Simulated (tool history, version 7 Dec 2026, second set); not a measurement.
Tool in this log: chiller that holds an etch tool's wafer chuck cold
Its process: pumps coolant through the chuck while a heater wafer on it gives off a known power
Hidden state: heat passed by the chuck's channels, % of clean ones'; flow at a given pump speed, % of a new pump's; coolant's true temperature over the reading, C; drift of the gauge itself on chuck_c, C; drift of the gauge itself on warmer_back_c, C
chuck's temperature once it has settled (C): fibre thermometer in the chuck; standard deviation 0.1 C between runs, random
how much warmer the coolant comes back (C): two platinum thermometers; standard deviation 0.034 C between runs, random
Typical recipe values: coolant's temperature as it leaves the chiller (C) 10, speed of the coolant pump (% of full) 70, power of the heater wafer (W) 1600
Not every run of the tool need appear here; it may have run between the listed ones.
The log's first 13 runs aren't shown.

run    hour  coolant's temperature as it leaves the chiller (C)  speed of the coolant pump (% of full)  power of the heater wafer (W)  hours since the coolant was changed and the channels were flushed  hours since the pump was overhauled  hours since the chiller's thermometer was calibrated  chuck's temperature once it has settled (C)  how much warmer the coolant comes back (C)
      489.9  -- coolant pump overhauled
 14   521.1                                                  10                                     95                           1017                                                               6345                                   31                                                    43                                         17.2                                        2.65
 15   562.9                                                  10                                     95                           1017                                                               6387                                   73                                                    85                                           17                                        2.69
 16   614.5                                                  10                                     95                           1017                                                               6438                                  125                                                   136                                         17.1                                        2.66
 17   656.2                                                  16                                     70                           1372                                                               6480                                  166                                                   178                                         27.9                                        4.93
 18   695.8                                                  15                                     77                           1103                                                               6520                                  206                                                   217                                         24.1                                        3.56
 19   717.9                                                  15                                     77                           1103                                                               6542                                  228                                                   240                                         24.2                                        3.54
      740.5  -- coolant pump overhauled, once more
 20   748.1                                                   9                                     74                            928                                                               6567                                    8                                                   265                                         16.8                                        3.06
 21   790.6                                                   9                                     74                            928                                                               6609                                   50                                                   307                                         16.7                                        3.05
 22   843.5                                                  10                                     85                           1009                                                               6662                                  103                                                   360                                         17.4                                        2.85
 23   886.3                                                  14                                     67                            952                                                               6705                                  146                                                   403                                         22.5                                        3.48
 24   931.5                                                   6                                     63                           1460                                                               6750                                  191                                                   448                                         19.6                                        5.55
 25   979.9                                                  17                                     63                           1396                                                               6799                                  239                                                   497                                         30.2                                        5.35
 26  1034.3                                                   3                                     70                           1310                                                               6853                                  294                                                   551                                         14.3                                        4.56
 27  1074.3                                                   3                                     70                           1310                                                               6893                                  334                                                   591                                         14.4                                        4.55
 28  1118.9                                                   3                                     70                           1310                                                               6938                                  378                                                   636                                         14.4                                        4.57
 29  1154.8                                                   3                                     70                           1310                                                               6974                                  414                                                   671                                         14.5                                        4.51
 30  1198.6                                                  10                                     96                           1360                                                               7018                                  458                                                   715                                         19.4                                        3.48
 31  1245.8                                                  19                                     70                           1029                                                               7065                                  505                                                   762                                         28.1                                        3.58
 32  1296.6                                                  10                                     72                           2177                                                               7115                                  556                                                   813                                         28.6                                        7.32

Here are 4 independent what-if runs from the current tool condition. What would each one return?
  A  1321.3                                                  10                                     70                           1075                                                               7140                                  581                                                   838                                            ?                                           ?
  B  1321.3                                                   0                                     72                           1534                                                               7140                                  581                                                   838                                            ?                                           ?
  C  1321.3                                                   6                                     70                           1448                                                               7140                                  581                                                   838                                            ?                                           ?
  D  1321.3                                                  17                                     72                           2177                                                               7140                                  581                                                   838                                            ?                                           ?

run  chuck's temperature once it has settled (C)  how much warmer the coolant comes back (C)
  A                                         19.3                                        3.69
  B                                         13.2                                        5.22
  C                                         18.5                                        5.02
  D                                         35.4                                        7.32
With no hidden state in the tool, these same runs would have given:
run  chuck's temperature once it has settled (C)  how much warmer the coolant comes back (C)
  A                                         18.6                                        3.65
  B                                         12.1                                        5.17
  C                                         17.5                                        4.97
  D                                           34                                        7.25
